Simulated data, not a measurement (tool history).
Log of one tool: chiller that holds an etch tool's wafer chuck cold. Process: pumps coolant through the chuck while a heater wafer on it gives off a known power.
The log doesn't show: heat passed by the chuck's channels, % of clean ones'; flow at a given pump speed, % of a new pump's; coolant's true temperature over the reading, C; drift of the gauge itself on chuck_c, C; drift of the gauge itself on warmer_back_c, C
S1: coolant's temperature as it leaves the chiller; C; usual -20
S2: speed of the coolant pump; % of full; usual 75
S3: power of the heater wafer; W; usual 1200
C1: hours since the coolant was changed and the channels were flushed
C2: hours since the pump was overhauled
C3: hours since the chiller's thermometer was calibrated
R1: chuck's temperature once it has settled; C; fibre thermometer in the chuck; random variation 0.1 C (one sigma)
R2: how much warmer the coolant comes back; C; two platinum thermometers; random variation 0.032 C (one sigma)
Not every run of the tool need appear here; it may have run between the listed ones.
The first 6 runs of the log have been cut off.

run,hour,S1,S2,S3,C1,C2,C3,R1,R2
7,368.9,-20,75,1066,3738,1269,4385,-10.6,3.32
8,419.6,-20,75,1066,3788,1319,4435,-10.3,3.30
9,463.8,-20,75,1066,3833,1364,4479,-10.5,3.32
10,512.7,-20,75,1066,3882,1413,4528,-10.5,3.38
11,574.3,-20,99,1200,3943,1474,4590,-11.9,2.86
12,634.7,-20,99,1200,4004,1535,4650,-11.9,2.87
13,685.7,-20,99,1200,4055,1586,4701,-11.9,2.86
14,745.6,-20,88,1200,4114,1645,4761,-10.9,3.20
# hour 764.8: gauge calibrated
15,788.4,-20,88,1200,4157,1688,4804,-10.9,2.92
16,826.2,-20,75,1200,4195,1726,4842,-9.2,3.50
17,897.0,-20,75,1200,4266,1797,4913,-9.2,3.63
18,967.1,-20,75,1200,4336,1867,4983,-9.3,3.60
19,1045.9,-28,95,615,4415,1946,5061,-23.6,1.59
20,1085.2,-15,76,615,4454,1985,5101,-9.5,1.89
21,1132.3,-18,89,803,4501,2032,5148,-12.1,2.06
22,1196.6,-20,74,1496,4565,2096,5212,-6.6,4.66
23,1245.4,-20,96,1200,4614,2145,5261,-11.5,2.87
# hour 1317.3: chiller's thermometer calibrated
24,1326.8,-25,63,1200,4695,2226,9,-12.4,4.55
25,1386.9,-20,89,887,4755,2286,70,-13.3,2.44
26,1419.7,-20,89,887,4787,2319,102,-13.2,2.47
27,1500.4,-23,75,930,4868,2399,183,-14.6,3.06
28,1575.3,-23,89,930,4943,2474,258,-16.0,2.60
29,1655.9,-12,75,1126,5024,2555,339,-1.9,3.73
# hour 1671.3: gauge calibrated
30,1690.8,-12,75,1126,5059,2590,373,-1.9,3.34
31,1736.7,-12,75,1126,5104,2636,419,-2.0,3.30

Here are 3 independent what-if runs from the current tool condition. What would each one return?
A,1793.8,-13,75,1200,5162,2693,477,?,?
B,1793.8,-27,77,1371,5162,2693,477,?,?
C,1793.8,-20,99,1200,5162,2693,477,?,?

run,R1,R2
A,-2.4,3.57
B,-15.1,3.96
C,-11.8,2.64
With no hidden state in the tool, these same runs would have given:
run,R1,R2
A,-2.4,3.51
B,-15.2,3.90
C,-11.9,2.58
